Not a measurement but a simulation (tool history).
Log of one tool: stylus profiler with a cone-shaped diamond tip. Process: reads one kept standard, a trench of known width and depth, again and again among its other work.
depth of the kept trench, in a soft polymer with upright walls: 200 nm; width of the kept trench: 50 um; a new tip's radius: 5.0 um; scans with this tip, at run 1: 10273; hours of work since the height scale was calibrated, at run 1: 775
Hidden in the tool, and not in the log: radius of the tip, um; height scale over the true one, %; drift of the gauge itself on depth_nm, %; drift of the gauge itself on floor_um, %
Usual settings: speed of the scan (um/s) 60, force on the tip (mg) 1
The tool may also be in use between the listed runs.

| run | hour | speed of the scan (um/s) | force on the tip (mg) | scans with this tip | hours of work since the height scale was calibrated | depth of the trench (angstrom) | width of the trench's floor (um) |
|---|---|---|---|---|---|---|---|
| 1 | 0 | 60 | 1 | 10273 | 775 | 2026.4 | 46.08 |
| 2 | 41.8 | 60 | 1 | 10600 | 800 | 2026.4 | 46.04 |
| 3 | 66.3 | 60 | 1 | 10791 | 814 | 2027.5 | 46.08 |
| 4 | 119.9 | 60 | 1 | 11209 | 846 | 2029.4 | 46.01 |
| 5 | 147 | 60 | 1 | 11421 | 862 | 2027.7 | 46.02 |
| 6 | 191.4 | 60 | 1 | 11767 | 888 | 2030.6 | 45.94 |
| 7 | 248.1 | 60 | 1 | 12210 | 921 | 2027.6 | 45.91 |
| 8 | 296.9 | 60 | 1 | 12591 | 950 | 2028 | 45.88 |
| 9 | 343.3 | 136 | 1 | 12953 | 977 | 2029.7 | 45.61 |
| 10 | 387.3 | 136 | 1 | 13296 | 1003 | 2026.9 | 45.5 |
| 11 | 432.1 | 60 | 0.42 | 13646 | 1030 | 2020.6 | 45.76 |
| 12 | 458.4 | 60 | 0.42 | 13851 | 1045 | 2021.7 | 45.69 |
| 13 | 485.1 | 60 | 0.39 | 14060 | 1061 | 2019.9 | 45.68 |
| 14 | 524 | 60 | 1 | 14364 | 1084 | 2032.2 | 45.79 |
| 15 | 565.7 | 60 | 1 | 14689 | 1108 | 2028.5 | 45.76 |
| 16 | 598.6 | 232 | 1 | 14946 | 1128 | 2029.1 | 45.01 |
| 17 | 648.8 | 57 | 1 | 15338 | 1157 | 2030.4 | 45.76 |
| 18 | 672.3 | 60 | 0.4 | 15522 | 1171 | 2022.6 | 45.58 |
| 19 | 725.5 | 73 | 2.47 | 15937 | 1202 | 2047.6 | 45.75 |
| 20 | 777.5 | 60 | 2.34 | 16342 | 1233 | 2045.5 | 45.81 |
| 21 | 801.8 | 137 | 1.4 | 16532 | 1247 | 2037.8 | 45.44 |
| 22 | 828.6 | 16 | 0.52 | 16741 | 1263 | 2025.8 | 45.83 |
| 23 | 884.6 | 16 | 0.52 | 17179 | 1296 | 2025.6 | 45.81 |
| 24 | 924.1 | 214 | 2.83 | 17487 | 1319 | 2050.6 | 45.33 |
| 25 | 971.7 | 214 | 2.83 | 17859 | 1347 | 2052.2 | 45.22 |
| 26 | 1012.4 | 214 | 2.83 | 18176 | 1371 | 2052.5 | 45.25 |
| 27 | 1056.7 | 214 | 2.83 | 18522 | 1398 | 2051.4 | 45.28 |
| 28 | 1095.9 | 24 | 0.81 | 18828 | 1421 | 2031 | 45.69 |
| 29 | 1145.2 | 145 | 0.37 | 19213 | 1450 | 2023.6 | 44.7 |
| 30 | 1177.2 | 180 | 2.8 | 19462 | 1469 | 2053.8 | 45.26 |
| 31 | 1206.9 | 123 | 2.09 | 19695 | 1486 | 2045.5 | 45.37 |
| 32 | 1234.2 | 172 | 1.04 | 19908 | 1502 | 2034.6 | 44.94 |
| 33 | 1262.1 | 26 | 1.8 | 20126 | 1519 | 2044.5 | 45.56 |
| 34 | 1290.6 | 26 | 1.8 | 20348 | 1535 | 2043.3 | 45.57 |
| 35 | 1334.9 | 38 | 2.35 | 20694 | 1561 | 2050.1 | 45.53 |
| 36 | 1369.7 | 60 | 0.35 | 20965 | 1582 | 2025 | 45.23 |

Forecast each of these 4 alternatives for the next run:
| A | 1414.6 | 66 | 1.02 | 21315 | 1608 | ? | ? |
| B | 1414.6 | 60 | 1.86 | 21315 | 1608 | ? | ? |
| C | 1414.6 | 60 | 0.95 | 21315 | 1608 | ? | ? |
| D | 1414.6 | 44 | 0.46 | 21315 | 1608 | ? | ? |

| run | depth of the trench (angstrom) | width of the trench's floor (um) |
|---|---|---|
| A | 2036.5 | 45.34 |
| B | 2044.3 | 45.42 |
| C | 2034.7 | 45.36 |
| D | 2028.2 | 45.34 |
Without the tool's hidden state the same runs would have given:
| run | depth of the trench (angstrom) | width of the trench's floor (um) |
|---|---|---|
| A | 2019.1 | 46.91 |
| B | 2026.9 | 46.99 |
| C | 2017.4 | 46.93 |
| D | 2010.8 | 46.91 |

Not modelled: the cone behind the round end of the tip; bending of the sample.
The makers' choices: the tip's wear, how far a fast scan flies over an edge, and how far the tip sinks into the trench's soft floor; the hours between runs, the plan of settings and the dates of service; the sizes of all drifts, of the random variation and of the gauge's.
